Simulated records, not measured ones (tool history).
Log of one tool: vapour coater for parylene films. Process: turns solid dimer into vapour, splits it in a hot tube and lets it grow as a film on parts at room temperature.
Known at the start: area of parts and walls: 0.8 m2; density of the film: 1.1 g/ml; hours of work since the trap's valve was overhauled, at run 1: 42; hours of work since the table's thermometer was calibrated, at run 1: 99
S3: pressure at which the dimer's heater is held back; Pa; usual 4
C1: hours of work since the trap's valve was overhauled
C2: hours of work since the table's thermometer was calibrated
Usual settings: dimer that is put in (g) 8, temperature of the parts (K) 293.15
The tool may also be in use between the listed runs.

run 1 hour=0 | dimer_that_is_put_in_(g)=8 temperature_of_the_parts_(K)=293.15 S3=4 | C1=42 C2=99 | thickness_of_the_film_(nm)=7030
run 2 hour=21.9 | dimer_that_is_put_in_(g)=8 temperature_of_the_parts_(K)=293.15 S3=4 | C1=59 C2=116 | thickness_of_the_film_(nm)=6960
run 3 hour=43.7 | dimer_that_is_put_in_(g)=8 temperature_of_the_parts_(K)=293.15 S3=4 | C1=75 C2=133 | thickness_of_the_film_(nm)=6940
run 4 hour=62.9 | dimer_that_is_put_in_(g)=8 temperature_of_the_parts_(K)=293.15 S3=4 | C1=90 C2=147 | thickness_of_the_film_(nm)=6900
run 5 hour=101.4 | dimer_that_is_put_in_(g)=8 temperature_of_the_parts_(K)=293.15 S3=4 | C1=119 C2=177 | thickness_of_the_film_(nm)=6840
run 6 hour=129.6 | dimer_that_is_put_in_(g)=8 temperature_of_the_parts_(K)=293.15 S3=4 | C1=141 C2=198 | thickness_of_the_film_(nm)=6740
run 7 hour=151.4 | dimer_that_is_put_in_(g)=8 temperature_of_the_parts_(K)=293.15 S3=4 | C1=157 C2=215 | thickness_of_the_film_(nm)=6850
run 8 hour=177.4 | dimer_that_is_put_in_(g)=8 temperature_of_the_parts_(K)=293.15 S3=4 | C1=177 C2=235 | thickness_of_the_film_(nm)=6820
-- hour=183.5 trap's valve overhauled
run 9 hour=220.1 | dimer_that_is_put_in_(g)=4 temperature_of_the_parts_(K)=293.15 S3=4 | C1=28 C2=264 | thickness_of_the_film_(nm)=3290
-- hour=263.3 trap's valve overhauled, once more
run 10 hour=266 | dimer_that_is_put_in_(g)=4 temperature_of_the_parts_(K)=293.15 S3=4 | C1=2 C2=296 | thickness_of_the_film_(nm)=3430
run 11 hour=285.1 | dimer_that_is_put_in_(g)=4 temperature_of_the_parts_(K)=293.15 S3=4 | C1=17 C2=311 | thickness_of_the_film_(nm)=3410

The next listed run, before its measurement:
run 12 hour=305.7 | dimer_that_is_put_in_(g)=8 temperature_of_the_parts_(K)=293.15 S3=2.17 | C1=32 C2=326 | thickness_of_the_film_(nm)=?

{"run 12": {"thickness of the film (nm)": 7280}}
Without the tool's hidden state the same run would have given thickness of the film (nm) 7370.
